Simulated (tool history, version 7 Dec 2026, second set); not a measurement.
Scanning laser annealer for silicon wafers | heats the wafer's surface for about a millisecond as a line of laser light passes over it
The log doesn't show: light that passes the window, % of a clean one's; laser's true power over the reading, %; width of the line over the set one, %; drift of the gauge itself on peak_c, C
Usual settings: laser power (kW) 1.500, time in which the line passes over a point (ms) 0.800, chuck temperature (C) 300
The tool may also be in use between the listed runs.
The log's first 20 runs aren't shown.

| run | hour | laser power (kW) | time in which the line passes over a point (ms) | chuck temperature (C) | hours of work since the window was cleaned | hours of work since the power meter was calibrated | hours of work since the optics were aligned | highest temperature of the surface (C) |
|---|---|---|---|---|---|---|---|---|
| 21 | 207.9 | 1.500 | 0.852 | 293 | 330 | 377 | 1436 | 1001 |
| 22 | 221.8 | 1.500 | 0.852 | 293 | 337 | 384 | 1443 | 998 |
| 23 | 230.7 | 1.500 | 0.852 | 292 | 342 | 389 | 1448 | 1000 |
| 24 | 241.8 | 1.500 | 0.852 | 292 | 348 | 394 | 1453 | 996 |
| 25 | 248.7 | 1.379 | 0.741 | 300 | 351 | 398 | 1457 | 915 |
| 26 | 259.9 | 1.500 | 0.800 | 286 | 357 | 404 | 1463 | 974 |
| 27 | 266.8 | 1.480 | 0.800 | 326 | 361 | 407 | 1466 | 1006 |
|  | 272.6 | optics aligned, line set to its width |
| 28 | 282.4 | 1.480 | 0.800 | 326 | 366 | 413 | 5 | 1003 |
| 29 | 297.3 | 1.500 | 0.941 | 300 | 374 | 421 | 13 | 1029 |
| 30 | 310.5 | 1.440 | 0.996 | 321 | 381 | 427 | 20 | 1041 |
| 31 | 323.5 | 1.490 | 0.932 | 320 | 387 | 434 | 26 | 1040 |
| 32 | 332.9 | 1.314 | 0.799 | 273 | 392 | 439 | 31 | 878 |
| 33 | 346.8 | 1.361 | 0.917 | 300 | 399 | 446 | 38 | 960 |
| 34 | 358.2 | 1.500 | 0.723 | 327 | 405 | 452 | 44 | 981 |
|  | 365.4 | optics aligned, line set to its width, once more |
| 35 | 377.4 | 1.500 | 0.588 | 300 | 413 | 460 | 6 | 910 |
| 36 | 383.9 | 1.500 | 0.588 | 300 | 416 | 463 | 10 | 910 |
| 37 | 390.3 | 1.604 | 0.588 | 300 | 419 | 466 | 13 | 948 |
| 38 | 403.3 | 1.518 | 0.612 | 312 | 426 | 473 | 20 | 939 |
| 39 | 416.0 | 1.518 | 0.612 | 312 | 433 | 480 | 26 | 942 |

3 ways to go on from here, each from the tool as it stands after run 39. What would each give?
| A | 424.9 | 1.399 | 0.625 | 292 | 437 | 484 | 31 | ? |
| B | 424.9 | 1.457 | 0.954 | 279 | 437 | 484 | 31 | ? |
| C | 424.9 | 1.294 | 0.654 | 279 | 437 | 484 | 31 | ? |

| run | highest temperature of the surface (C) |
|---|---|
| A | 879 |
| B | 1004 |
| C | 835 |
Without the tool's hidden state the same runs would have given:
| run | highest temperature of the surface (C) |
|---|---|
| A | 913 |
| B | 1046 |
| C | 866 |

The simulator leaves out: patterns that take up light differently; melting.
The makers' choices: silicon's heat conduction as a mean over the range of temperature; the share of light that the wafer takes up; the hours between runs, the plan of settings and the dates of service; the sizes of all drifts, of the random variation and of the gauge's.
